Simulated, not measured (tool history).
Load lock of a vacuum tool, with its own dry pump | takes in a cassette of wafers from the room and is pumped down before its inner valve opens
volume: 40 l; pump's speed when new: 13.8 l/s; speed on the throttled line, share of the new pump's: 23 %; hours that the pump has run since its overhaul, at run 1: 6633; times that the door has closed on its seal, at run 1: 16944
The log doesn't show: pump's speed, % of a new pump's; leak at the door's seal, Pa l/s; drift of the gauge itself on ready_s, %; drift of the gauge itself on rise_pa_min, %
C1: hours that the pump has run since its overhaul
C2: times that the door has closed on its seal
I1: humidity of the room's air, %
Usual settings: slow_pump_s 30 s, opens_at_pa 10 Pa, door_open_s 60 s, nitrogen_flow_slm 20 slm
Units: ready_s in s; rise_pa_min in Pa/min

Run 1, hour 0.0: usual settings; C1 6633; C2 16944; I1 44.3. Result: ready_s 51.6 s, rise_pa_min 0.266 Pa/min.
Run 2, hour 179.2: usual settings; C1 6812; C2 17548; I1 44.5. Result: ready_s 51.2 s, rise_pa_min 0.280 Pa/min.
Run 3, hour 423.8: usual settings; C1 7057; C2 18373; I1 47.7. Result: ready_s 51.6 s, rise_pa_min 0.309 Pa/min.
Run 4, hour 666.9: usual settings; C1 7300; C2 19192; I1 43.6. Result: ready_s 51.7 s, rise_pa_min 0.321 Pa/min.
Run 5, hour 846.9: usual settings; C1 7480; C2 19799; I1 46.3. Result: ready_s 51.9 s, rise_pa_min 0.334 Pa/min.
Run 6, hour 1053.6: usual settings but opens_at_pa 7 Pa; C1 7686; C2 20496; I1 44.1. Result: ready_s 53.2 s, rise_pa_min 0.354 Pa/min.
Run 7, hour 1243.8: usual settings but opens_at_pa 7 Pa; C1 7877; C2 21137; I1 46.3. Result: ready_s 53.3 s, rise_pa_min 0.376 Pa/min.
At hour 1488.8: door's seal changed, seat wiped.
Run 8, hour 1498.2: usual settings but opens_at_pa 7 Pa; C1 8129; C2 32; I1 45.0. Result: ready_s 53.3 s, rise_pa_min 0.029 Pa/min.
Run 9, hour 1641.7: usual settings but slow_pump_s 51 s; C1 8273; C2 516; I1 44.8. Result: ready_s 67.6 s, rise_pa_min 0.029 Pa/min.
Run 10, hour 1818.1: usual settings but opens_at_pa 9 Pa; C1 8449; C2 1110; I1 45.0. Result: ready_s 52.3 s, rise_pa_min 0.036 Pa/min.
Run 11, hour 1972.6: usual settings; C1 8604; C2 1631; I1 46.3. Result: ready_s 52.1 s, rise_pa_min 0.039 Pa/min.
Run 12, hour 2297.7: usual settings but slow_pump_s 25 s, opens_at_pa 8 Pa, door_open_s 133 s, nitrogen_flow_slm 6 slm; C1 8929; C2 2727; I1 43.0. Result: ready_s 48.9 s, rise_pa_min 0.085 Pa/min.
Run 13, hour 2530.2: usual settings but slow_pump_s 25 s, opens_at_pa 8 Pa, door_open_s 133 s, nitrogen_flow_slm 4 slm; C1 9162; C2 3511; I1 44.8. Result: ready_s 49.0 s, rise_pa_min 0.108 Pa/min.
Run 14, hour 2723.1: usual settings but slow_pump_s 38 s, opens_at_pa 8 Pa, door_open_s 28 s, nitrogen_flow_slm 17 slm; C1 9354; C2 4161; I1 46.5. Result: ready_s 59.1 s, rise_pa_min 0.053 Pa/min.
Run 15, hour 2897.5: usual settings but slow_pump_s 34 s, opens_at_pa 20 Pa, door_open_s 36 s, nitrogen_flow_slm 17 slm; C1 9529; C2 4749; I1 44.6. Result: ready_s 53.2 s, rise_pa_min 0.063 Pa/min.
Run 16, hour 3176.7: usual settings but nitrogen_flow_slm 41 slm; C1 9808; C2 5690; I1 45.0. Result: ready_s 52.4 s, rise_pa_min 0.065 Pa/min.
Run 17, hour 3421.2: usual settings but slow_pump_s 20 s, door_open_s 92 s, nitrogen_flow_slm 8 slm; C1 10053; C2 6514; I1 45.6. Result: ready_s 44.5 s, rise_pa_min 0.109 Pa/min.
Run 18, hour 3590.5: usual settings but nitrogen_flow_slm 6 slm; C1 10222; C2 7084; I1 46.1. Result: ready_s 52.1 s, rise_pa_min 0.105 Pa/min.
Run 19, hour 3900.7: usual settings but slow_pump_s 16 s, opens_at_pa 11 Pa; C1 10532; C2 8130; I1 45.1. Result: ready_s 41.8 s, rise_pa_min 0.114 Pa/min.
Run 20, hour 4160.6: usual settings but slow_pump_s 16 s, opens_at_pa 11 Pa; C1 10792; C2 9006; I1 45.6. Result: ready_s 41.9 s, rise_pa_min 0.121 Pa/min.
Run 21, hour 4400.2: usual settings but door_open_s 34 s, nitrogen_flow_slm 16 slm; C1 11031; C2 9813; I1 46.1. Result: ready_s 52.3 s, rise_pa_min 0.120 Pa/min.
Run 22, hour 4562.2: usual settings but door_open_s 34 s, nitrogen_flow_slm 16 slm; C1 11194; C2 10359; I1 46.2. Result: ready_s 52.2 s, rise_pa_min 0.127 Pa/min.

Hidden state or all else? Some run-to-run changes of ready_s, split into what the settings, what came in and random variation would give without the hidden state, and what is left for the hidden state (with any gauge scatter that isn't in both results):
Run 8 -> 9: slow_pump_s 30 -> 51, opens_at_pa 7 -> 10. ready_s +14.3 s: hidden state -0.6, all else +14.9.
Run 9 -> 10: slow_pump_s 51 -> 30, opens_at_pa 10 -> 9. ready_s -15.3 s: hidden state +0.5, all else -15.8.
